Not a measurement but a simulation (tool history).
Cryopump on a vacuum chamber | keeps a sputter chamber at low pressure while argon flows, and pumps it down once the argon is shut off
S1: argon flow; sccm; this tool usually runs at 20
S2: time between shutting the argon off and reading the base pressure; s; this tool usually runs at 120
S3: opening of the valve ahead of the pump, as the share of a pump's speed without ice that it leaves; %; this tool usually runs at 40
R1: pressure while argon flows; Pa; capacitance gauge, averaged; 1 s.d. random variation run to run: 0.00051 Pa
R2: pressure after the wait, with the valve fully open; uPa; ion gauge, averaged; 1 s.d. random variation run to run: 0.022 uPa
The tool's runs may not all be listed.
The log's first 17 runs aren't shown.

At day 45.583: leaking fittings of the chamber tightened, without venting.
Run 18, day 46.571: usual settings but S1 29 sccm. Result: R1 0.0573 Pa, R2 0.65 uPa.
Run 19, day 49.329: usual settings but S1 29 sccm. Result: R1 0.0587 Pa, R2 0.64 uPa.
Run 20, day 51.975: usual settings but S1 29 sccm. Result: R1 0.0594 Pa, R2 0.71 uPa.
Run 21, day 55.229: usual settings but S1 29 sccm. Result: R1 0.0597 Pa, R2 0.82 uPa.
Run 22, day 58.271: usual settings but S1 24 sccm, S2 131 s, S3 33 %. Result: R1 0.0604 Pa, R2 0.82 uPa.
Run 23, day 61.046: usual settings but S1 26 sccm, S2 32 s, S3 25 %. Result: R1 0.0846 Pa, R2 2.03 uPa.
Run 24, day 64.4: usual settings but S1 26 sccm, S2 32 s, S3 25 %. Result: R1 0.0869 Pa, R2 2.17 uPa.
Run 25, day 66.742: usual settings but S1 26 sccm, S2 32 s, S3 25 %. Result: R1 0.0883 Pa, R2 2.25 uPa.
At day 67.638: pump warmed up, emptied and cooled again.
Run 26, day 69.971: usual settings but S1 33 sccm, S2 26 s, S3 38 %. Result: R1 0.0676 Pa, R2 2.47 uPa.
Run 27, day 73.35: usual settings but S1 27 sccm, S2 26 s, S3 37 %. Result: R1 0.0566 Pa, R2 2.52 uPa.
Run 28, day 76.25: usual settings but S1 15 sccm, S2 26 s, S3 37 %. Result: R1 0.0323 Pa, R2 2.54 uPa.

For run 29, what comes out?
Run 29, day 77.838: usual settings but S1 29 sccm, S2 225 s, S3 37 %. Result: R1 ?, R2 ?.

{"run 29": {"R1": 0.0614, "R2": 1}}
The same run, on a tool lacking any hidden state, would have yielded R1 0.0575 Pa, R2 0.34 uPa.
